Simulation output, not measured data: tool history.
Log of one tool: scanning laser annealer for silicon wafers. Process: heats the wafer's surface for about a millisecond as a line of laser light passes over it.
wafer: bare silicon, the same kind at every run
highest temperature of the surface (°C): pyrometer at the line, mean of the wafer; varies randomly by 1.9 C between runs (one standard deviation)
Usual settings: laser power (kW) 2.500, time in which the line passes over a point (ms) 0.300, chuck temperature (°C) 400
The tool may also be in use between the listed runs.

run	hour	laser power (kW)	time in which the line passes over a point (ms)	chuck temperature (°C)	highest temperature of the surface (°C)
1	0.0	2.500	0.300	400	1188
2	6.7	2.500	0.228	400	1083
3	14.9	2.500	0.228	400	1081
4	21.3	2.500	0.228	400	1081
5	26.0	2.500	0.329	400	1226
6	32.0	2.500	0.300	400	1184
7	36.4	2.500	0.300	400	1187
8	42.4	2.500	0.300	400	1183
9	47.7	2.500	0.300	400	1186
10	57.7	2.500	0.300	400	1186
11	67.6	2.500	0.300	400	1184
12	77.9	2.500	0.300	400	1181
13	84.3	2.729	0.220	379	1116
14	89.3	2.729	0.220	379	1114
15	95.1	2.729	0.220	379	1117
16	105.6	2.729	0.220	379	1117
17	112.2	2.321	0.341	406	1172
18	121.6	2.603	0.214	399	1084
19	128.5	2.200	0.282	413	1068
20	136.0	2.387	0.358	382	1191
21	143.5	2.387	0.358	382	1193
22	147.8	2.264	0.358	370	1135
23	152.9	2.360	0.300	400	1128

Here are 5 independent what-if runs from the current tool condition. What would each one return?
A	160.6	2.360	0.319	400	?
B	160.6	2.704	0.315	384	?
C	160.6	2.507	0.268	360	?
D	160.6	2.190	0.300	400	?
E	160.6	2.500	0.360	400	?

run	highest temperature of the surface (°C)
A	1155
B	1260
C	1095
D	1072
E	1260
With the hidden condition removed and each run's random variation left untouched, the same runs would have given:
run	highest temperature of the surface (°C)
A	1205
B	1318
C	1144
D	1116
E	1316
